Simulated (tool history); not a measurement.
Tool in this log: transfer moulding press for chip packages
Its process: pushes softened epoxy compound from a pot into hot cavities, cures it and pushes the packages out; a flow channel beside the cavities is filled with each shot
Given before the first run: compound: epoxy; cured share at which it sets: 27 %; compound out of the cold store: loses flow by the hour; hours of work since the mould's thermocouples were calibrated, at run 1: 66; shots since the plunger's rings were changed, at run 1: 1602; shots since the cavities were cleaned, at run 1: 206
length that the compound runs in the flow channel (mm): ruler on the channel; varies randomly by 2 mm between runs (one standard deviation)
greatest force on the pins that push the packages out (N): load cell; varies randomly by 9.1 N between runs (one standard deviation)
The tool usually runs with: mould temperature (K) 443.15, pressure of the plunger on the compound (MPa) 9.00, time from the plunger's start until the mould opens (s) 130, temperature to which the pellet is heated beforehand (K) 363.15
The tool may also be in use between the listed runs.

| run | day | mould temperature (K) | pressure of the plunger on the compound (MPa) | time from the plunger's start until the mould opens (s) | temperature to which the pellet is heated beforehand (K) | hours of work since the mould's thermocouples were calibrated | shots since the plunger's rings were changed | shots since the cavities were cleaned | incoming compound's hours out of the cold store | length that the compound runs in the flow channel (mm) | greatest force on the pins that push the packages out (N) |
|---|---|---|---|---|---|---|---|---|---|---|---|
| 1 | 0.000 | 443.15 | 9.00 | 130 | 363.15 | 66 | 1602 | 206 | 18.2 | 735 | 434 |
| 2 | 1.042 | 443.15 | 9.00 | 130 | 363.15 | 82 | 1827 | 431 | 23.7 | 725 | 409 |
| 3 | 2.012 | 443.15 | 9.00 | 130 | 363.15 | 97 | 2035 | 639 | 40.4 | 671 | 427 |
| 4 | 2.596 | 443.15 | 9.00 | 130 | 363.15 | 106 | 2161 | 765 | 28.4 | 705 | 429 |
|  | 2.742 | cavities cleaned with cleaning compound and waxed |
| 5 | 3.579 | 443.15 | 9.00 | 125 | 363.15 | 120 | 2358 | 180 | 25.7 | 716 | 449 |
| 6 | 4.279 | 443.15 | 9.00 | 125 | 363.15 | 131 | 2510 | 332 | 28.7 | 705 | 436 |
| 7 | 5.246 | 443.15 | 9.00 | 125 | 363.15 | 146 | 2718 | 540 | 9.2 | 775 | 474 |
| 8 | 6.254 | 443.15 | 9.00 | 125 | 363.15 | 161 | 2935 | 757 | 27.8 | 711 | 445 |
|  | 6.421 | cavities cleaned with cleaning compound and waxed |
| 9 | 6.900 | 443.15 | 9.00 | 125 | 363.15 | 170 | 3060 | 103 | 25.0 | 717 | 441 |
| 10 | 7.375 | 443.15 | 9.00 | 125 | 363.15 | 177 | 3163 | 206 | 17.9 | 741 | 448 |
| 11 | 7.983 | 443.15 | 9.00 | 130 | 363.15 | 187 | 3293 | 336 | 10.1 | 769 | 438 |
| 12 | 9.071 | 443.15 | 9.00 | 130 | 363.15 | 203 | 3527 | 570 | 25.8 | 716 | 429 |
|  | 10.117 | cavities cleaned with cleaning compound and waxed |
| 13 | 10.117 | 443.15 | 9.00 | 130 | 363.15 | 219 | 3739 | 0 | 35.4 | 683 | 413 |
| 14 | 11.179 | 443.15 | 9.00 | 130 | 363.15 | 235 | 3968 | 229 | 16.6 | 746 | 439 |
| 15 | 12.342 | 443.15 | 9.00 | 130 | 363.15 | 253 | 4218 | 479 | 45.8 | 650 | 419 |
| 16 | 13.096 | 443.15 | 9.00 | 130 | 363.15 | 264 | 4381 | 642 | 8.0 | 776 | 436 |
| 17 | 13.579 | 447.15 | 9.00 | 120 | 363.15 | 272 | 4484 | 745 | 18.2 | 723 | 408 |
|  | 13.867 | plunger's sealing rings changed |
|  | 13.929 | cavities cleaned with cleaning compound and waxed |
| 18 | 14.521 | 447.15 | 8.68 | 120 | 354.15 | 283 | 128 | 128 | 26.9 | 686 | 397 |
| 19 | 15.500 | 443.15 | 9.00 | 113 | 363.15 | 298 | 339 | 339 | 37.3 | 676 | 510 |
| 20 | 16.017 | 449.15 | 10.95 | 166 | 363.15 | 306 | 450 | 450 | 21.9 | 782 | 345 |
| 21 | 16.896 | 443.15 | 9.00 | 153 | 365.15 | 320 | 640 | 640 | 19.7 | 734 | 382 |
|  | 17.625 | cavities cleaned with cleaning compound and waxed |
| 22 | 17.742 | 443.15 | 9.00 | 153 | 365.15 | 332 | 808 | 25 | 24.9 | 718 | 358 |
| 23 | 18.425 | 443.15 | 10.32 | 148 | 363.15 | 342 | 955 | 172 | 31.6 | 745 | 365 |
| 24 | 19.083 | 446.15 | 9.00 | 130 | 356.15 | 352 | 1097 | 314 | 17.1 | 733 | 389 |
| 25 | 19.900 | 442.15 | 9.00 | 110 | 363.15 | 365 | 1273 | 490 | 39.6 | 673 | 579 |
|  | 20.450 | mould's thermocouples calibrated |
| 26 | 20.542 | 443.15 | 9.00 | 130 | 370.15 | 1 | 1393 | 610 | 44.6 | 654 | 411 |
|  | 21.433 | cavities cleaned with cleaning compound and waxed |
| 27 | 21.604 | 439.15 | 9.00 | 166 | 361.15 | 17 | 1608 | 37 | 11.3 | 783 | 380 |
| 28 | 22.775 | 446.15 | 9.17 | 124 | 372.15 | 35 | 1860 | 289 | 46.5 | 644 | 389 |

Forecast each of these 5 alternatives for the next run:
| A | 23.275 | 446.15 | 6.85 | 131 | 366.15 | 42 | 1968 | 397 | 37.8 | ? | ? |
| B | 23.275 | 443.15 | 7.29 | 130 | 363.15 | 42 | 1968 | 397 | 32.8 | ? | ? |
| C | 23.275 | 446.15 | 9.17 | 127 | 372.15 | 42 | 1968 | 397 | 13.2 | ? | ? |
| D | 23.275 | 446.15 | 10.43 | 130 | 363.15 | 42 | 1968 | 397 | 24.3 | ? | ? |
| E | 23.275 | 443.15 | 9.00 | 130 | 372.15 | 42 | 1968 | 397 | 23.2 | ? | ? |

| run | length that the compound runs in the flow channel (mm) | greatest force on the pins that push the packages out (N) |
|---|---|---|
| A | 578 | 382 |
| B | 626 | 430 |
| C | 753 | 384 |
| D | 764 | 394 |
| E | 720 | 416 |
Take away the tool's hidden state, keep each run's random variation, and the runs would have read:
| run | length that the compound runs in the flow channel (mm) | greatest force on the pins that push the packages out (N) |
|---|---|---|
| A | 578 | 379 |
| B | 626 | 426 |
| C | 753 | 380 |
| D | 764 | 390 |
| E | 720 | 412 |
